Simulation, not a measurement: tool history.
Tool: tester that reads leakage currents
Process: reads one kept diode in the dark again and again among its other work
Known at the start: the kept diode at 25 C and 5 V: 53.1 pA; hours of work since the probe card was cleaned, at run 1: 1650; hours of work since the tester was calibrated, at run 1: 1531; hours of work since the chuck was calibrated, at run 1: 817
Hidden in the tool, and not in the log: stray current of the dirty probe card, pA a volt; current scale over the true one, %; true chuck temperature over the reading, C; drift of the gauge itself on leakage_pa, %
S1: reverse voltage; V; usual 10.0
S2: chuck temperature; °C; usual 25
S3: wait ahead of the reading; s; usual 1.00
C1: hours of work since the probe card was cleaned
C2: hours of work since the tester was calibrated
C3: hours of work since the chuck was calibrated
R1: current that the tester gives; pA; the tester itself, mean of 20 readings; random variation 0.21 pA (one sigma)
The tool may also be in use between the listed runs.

run	hour	S1	S2	S3	C1	C2	C3	R1
1	0.0	10.0	25	1.00	1650	1531	817	85.93
2	115.2	10.0	25	1.00	1726	1608	894	86.63
3	174.8	10.0	25	1.00	1766	1647	934	86.45
# hour 297.5: probe card cleaned and baked
4	301.8	10.0	25	1.00	3	1730	1016	95.55
5	426.7	10.0	25	1.00	86	1813	1100	96.04
6	534.4	10.0	50	1.00	158	1885	1171	480.18
7	590.1	1.3	25	1.00	195	1922	1208	33.46
8	654.6	1.3	25	1.00	238	1965	1252	33.50
9	745.5	1.3	42	7.14	299	2026	1312	119.11
10	803.3	15.8	32	0.53	337	2065	1351	190.10
11	923.0	15.8	32	0.53	417	2144	1430	189.67
# hour 991.0: probe card cleaned and baked, once more
# hour 999.0: chuck's temperature calibrated
12	1052.3	10.0	55	1.00	40	2227	36	706.44
13	1162.7	2.5	40	1.00	113	2301	109	140.61
14	1230.9	4.3	39	0.45	159	2346	155	158.51

Forecast each of these 3 alternatives for the next run:
A	1309.7	5.8	25	0.50	211	2399	207	?
B	1309.7	4.3	59	4.01	211	2399	207	?
C	1309.7	2.0	38	0.38	211	2399	207	?

run	R1
A	58.02
B	677.90
C	109.97
Without the tool's hidden state the same runs would have given:
run	R1
A	57.62
B	691.94
C	112.02
